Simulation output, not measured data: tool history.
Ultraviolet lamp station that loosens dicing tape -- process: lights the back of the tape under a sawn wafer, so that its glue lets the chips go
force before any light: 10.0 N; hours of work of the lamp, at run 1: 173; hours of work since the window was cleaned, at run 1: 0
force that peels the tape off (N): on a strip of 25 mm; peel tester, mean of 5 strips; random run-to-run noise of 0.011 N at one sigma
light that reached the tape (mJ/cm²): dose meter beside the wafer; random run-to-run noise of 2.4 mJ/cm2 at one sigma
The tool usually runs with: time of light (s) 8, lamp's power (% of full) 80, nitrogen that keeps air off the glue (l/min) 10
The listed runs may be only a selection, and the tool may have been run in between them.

| run | day | time of light (s) | lamp's power (% of full) | nitrogen that keeps air off the glue (l/min) | hours of work of the lamp | hours of work since the window was cleaned | force that peels the tape off (N) | light that reached the tape (mJ/cm²) |
|---|---|---|---|---|---|---|---|---|
| 1 | 0.000 | 8 | 80 | 10 | 173 | 0 | 0.556 | 234 |
| 2 | 0.350 | 8 | 80 | 10 | 179 | 6 | 0.566 | 229 |
| 3 | 0.808 | 8 | 80 | 10 | 188 | 15 | 0.590 | 234 |
| 4 | 1.146 | 8 | 80 | 10 | 194 | 21 | 0.590 | 237 |
| 5 | 1.712 | 8 | 80 | 10 | 204 | 31 | 0.599 | 234 |
| 6 | 2.242 | 8 | 87 | 10 | 214 | 41 | 0.495 | 250 |
|  | 2.300 | window cleaned of glue's vapour |
| 7 | 2.854 | 8 | 88 | 10 | 225 | 10 | 0.497 | 249 |
| 8 | 3.479 | 8 | 80 | 10 | 236 | 22 | 0.634 | 225 |
|  | 3.612 | window cleaned of glue's vapour, once more |
| 9 | 4.033 | 8 | 80 | 10 | 246 | 8 | 0.594 | 229 |
| 10 | 4.650 | 8 | 80 | 10 | 257 | 19 | 0.598 | 229 |
| 11 | 4.996 | 8 | 80 | 10 | 264 | 25 | 0.625 | 227 |
| 12 | 5.575 | 7 | 71 | 5 | 274 | 36 | 1.621 | 174 |
| 13 | 6.083 | 7 | 71 | 5 | 284 | 45 | 1.617 | 175 |
| 14 | 6.383 | 8 | 70 | 4 | 289 | 51 | 1.420 | 197 |
| 15 | 6.679 | 8 | 70 | 4 | 295 | 56 | 1.436 | 196 |
| 16 | 7.271 | 4 | 69 | 6 | 306 | 67 | 3.287 | 98 |
| 17 | 7.854 | 15 | 80 | 7 | 316 | 78 | 0.227 | 409 |
| 18 | 8.338 | 14 | 73 | 17 | 325 | 87 | 0.212 | 349 |

Branching from run 18: 3 alternative next runs. What would each branch give?
| A | 8.829 | 8 | 61 | 5 | 334 | 96 | ? | ? |
| B | 8.829 | 8 | 73 | 11 | 334 | 96 | ? | ? |
| C | 8.829 | 14 | 89 | 17 | 334 | 96 | ? | ? |

| run | force that peels the tape off (N) | light that reached the tape (mJ/cm²) |
|---|---|---|
| A | 1.661 | 165 |
| B | 0.773 | 196 |
| C | 0.182 | 425 |
Stripped of hidden state, with their random variation kept, the same runs would have yielded:
| run | force that peels the tape off (N) | light that reached the tape (mJ/cm²) |
|---|---|---|
| A | 1.282 | 191 |
| B | 0.557 | 227 |
| C | 0.173 | 491 |

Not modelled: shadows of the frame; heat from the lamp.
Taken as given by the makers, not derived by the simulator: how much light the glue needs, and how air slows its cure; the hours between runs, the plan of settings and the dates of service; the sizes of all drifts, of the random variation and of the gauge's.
